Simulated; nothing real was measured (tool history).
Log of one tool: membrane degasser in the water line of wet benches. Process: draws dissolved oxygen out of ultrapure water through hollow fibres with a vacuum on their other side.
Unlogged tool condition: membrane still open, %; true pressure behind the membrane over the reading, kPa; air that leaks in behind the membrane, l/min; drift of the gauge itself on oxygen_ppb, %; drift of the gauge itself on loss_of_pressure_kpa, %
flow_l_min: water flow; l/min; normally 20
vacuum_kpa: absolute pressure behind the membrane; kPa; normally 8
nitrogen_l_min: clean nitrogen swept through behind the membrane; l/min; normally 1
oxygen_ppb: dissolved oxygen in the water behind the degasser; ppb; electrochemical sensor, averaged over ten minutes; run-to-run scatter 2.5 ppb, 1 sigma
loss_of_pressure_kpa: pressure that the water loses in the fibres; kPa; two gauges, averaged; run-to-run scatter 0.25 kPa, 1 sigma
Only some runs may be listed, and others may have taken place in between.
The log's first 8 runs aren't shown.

run	hour	flow_l_min	vacuum_kpa	nitrogen_l_min	hours since the membrane was changed	hours since the vacuum gauge was calibrated	hours since the vacuum lines were made tight	oxygen_ppb	loss_of_pressure_kpa
9	1333.3	20	8	1	6324	1774	5723	276.7	70.29
10	1494.5	20	8	1	6486	1935	5884	272.7	70.4
# hour 1638.9: seals of the vacuum lines changed
11	1718.1	14	8	1	6707	2157	79	166.6	49.59
12	1821.1	14	8	1	6810	2260	182	170.8	49.16
13	1958.4	14	8	1	6947	2397	320	169	49.41
14	2137.2	14	8	1	7126	2576	498	171.3	48.89
15	2362.3	20	8	2.72	7351	2801	723	150.1	70.7
16	2601.6	20	8	2.72	7591	3040	963	149.4	71.47
# hour 2668.4: vacuum gauge calibrated
17	2813	29	5.31	0.99	7802	145	1174	337.8	103.09
18	3013.2	12	17.83	1.5	8002	345	1374	285	42.64
19	3201.3	12	17.83	1.5	8190	533	1562	284.2	42.61
20	3423.5	20	7.77	1.49	8412	755	1784	207.6	71.41
21	3543.1	12	11.34	1.32	8532	875	1904	184.6	43.15
22	3741.6	20	9.35	0.53	8730	1073	2102	518	71.59
23	3977.4	20	9.35	0.53	8966	1309	2338	520.2	72.08
# hour 4051.7: vacuum gauge calibrated, once more
24	4206	13	18.82	0.53	9194	154	2566	780.7	46.96
25	4451.6	13	18.82	0.53	9440	400	2812	782.6	46.76
26	4591	12	6.26	1.12	9579	539	2951	87	43.21
27	4760.7	19	6.82	1.59	9749	709	3121	158.7	68.55
28	4914.6	23	7.05	0.68	9903	863	3275	370.5	83.13
29	5105.8	20	7.02	1	10094	1054	3466	237.8	72.77
30	5277.4	24	6.1	0.43	10265	1226	3637	415.5	86.9
31	5478.2	23	6.86	1.33	10466	1427	3838	261.6	83.48

Here are 4 independent what-if runs from the current tool condition. What would each one return?
A	5657.6	14	6.86	1.33	10646	1606	4018	?	?
B	5657.6	12	8	0.67	10646	1606	4018	?	?
C	5657.6	23	6.86	0.61	10646	1606	4018	?	?
D	5657.6	31	7.56	1	10646	1606	4018	?	?

run	oxygen_ppb	loss_of_pressure_kpa
A	112.8	51.09
B	205.3	43.59
C	383.2	83.18
D	538.4	113.03
Without the tool's hidden state the same runs would have given:
run	oxygen_ppb	loss_of_pressure_kpa
A	101.5	46.66
B	195.4	39.79
C	344.2	75.97
D	464.6	103.24
